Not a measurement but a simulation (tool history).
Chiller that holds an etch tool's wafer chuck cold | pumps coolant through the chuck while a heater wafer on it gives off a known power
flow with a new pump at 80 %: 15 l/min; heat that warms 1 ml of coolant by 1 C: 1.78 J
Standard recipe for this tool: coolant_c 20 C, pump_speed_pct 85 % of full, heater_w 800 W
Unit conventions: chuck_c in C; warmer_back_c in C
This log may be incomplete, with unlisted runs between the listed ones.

| run | hour | coolant_c | pump_speed_pct | heater_w | chuck_c | warmer_back_c |
|---|---|---|---|---|---|---|
| 1 | 0.0 | 20 | 85 | 800 | 29.6 | 1.67 |
| 2 | 28.6 | 20 | 85 | 800 | 29.6 | 1.72 |
| 3 | 45.5 | 20 | 85 | 800 | 29.7 | 1.71 |
| 4 | 72.8 | 20 | 88 | 800 | 29.4 | 1.63 |
| 5 | 88.7 | 20 | 87 | 800 | 29.6 | 1.70 |
| 6 | 106.7 | 20 | 87 | 800 | 29.7 | 1.64 |
| 7 | 122.0 | 20 | 87 | 800 | 29.6 | 1.69 |
| 8 | 140.7 | 20 | 87 | 800 | 29.5 | 1.65 |
| 9 | 156.4 | 20 | 87 | 800 | 29.8 | 1.65 |
| 10 | 170.3 | 20 | 87 | 800 | 29.5 | 1.62 |
| 11 | 197.3 | 20 | 87 | 800 | 29.7 | 1.65 |
| 12 | 225.1 | 20 | 87 | 800 | 29.7 | 1.68 |
| 13 | 252.6 | 20 | 87 | 800 | 29.6 | 1.67 |
| 14 | 279.6 | 20 | 87 | 800 | 29.7 | 1.68 |
| 15 | 311.1 | 20 | 85 | 800 | 29.9 | 1.70 |
| 16 | 329.0 | 20 | 85 | 800 | 29.8 | 1.72 |
| 17 | 349.4 | 20 | 85 | 800 | 29.8 | 1.69 |
| 18 | 371.7 | 12 | 85 | 496 | 18.2 | 1.03 |
| 19 | 391.3 | 21 | 79 | 666 | 29.6 | 1.55 |
| 20 | 422.0 | 17 | 85 | 492 | 23.1 | 1.03 |
| 21 | 446.1 | 20 | 85 | 1033 | 32.6 | 2.19 |
| 22 | 467.5 | 20 | 85 | 1033 | 32.9 | 2.21 |
| 23 | 491.2 | 23 | 90 | 671 | 31.0 | 1.34 |
| 24 | 517.8 | 22 | 67 | 658 | 31.6 | 1.81 |
| 25 | 538.1 | 22 | 67 | 658 | 31.5 | 1.82 |
| 26 | 566.6 | 22 | 67 | 658 | 31.6 | 1.83 |
| 27 | 595.0 | 20 | 62 | 800 | 32.0 | 2.47 |
| 28 | 611.8 | 20 | 62 | 800 | 32.1 | 2.41 |
| 29 | 628.2 | 11 | 86 | 1154 | 25.2 | 2.44 |
| 30 | 641.5 | 26 | 86 | 992 | 38.3 | 2.10 |
| 31 | 658.5 | 26 | 86 | 992 | 38.2 | 2.11 |
| 32 | 690.5 | 11 | 68 | 454 | 17.4 | 1.24 |
| 33 | 720.6 | 30 | 64 | 454 | 37.0 | 1.31 |

3 ways to go on from here, each from the tool as it stands after run 33. What would each give?
| A | 752.4 | 28 | 64 | 454 | ? | ? |
| B | 752.4 | 30 | 90 | 454 | ? | ? |
| C | 752.4 | 20 | 64 | 490 | ? | ? |

| run | chuck_c | warmer_back_c |
|---|---|---|
| A | 34.8 | 1.36 |
| B | 35.6 | 0.92 |
| C | 27.6 | 1.45 |
Without the tool's hidden state the same runs would have given:
| run | chuck_c | warmer_back_c |
|---|---|---|
| A | 33.9 | 1.33 |
| B | 34.8 | 0.90 |
| C | 26.6 | 1.41 |

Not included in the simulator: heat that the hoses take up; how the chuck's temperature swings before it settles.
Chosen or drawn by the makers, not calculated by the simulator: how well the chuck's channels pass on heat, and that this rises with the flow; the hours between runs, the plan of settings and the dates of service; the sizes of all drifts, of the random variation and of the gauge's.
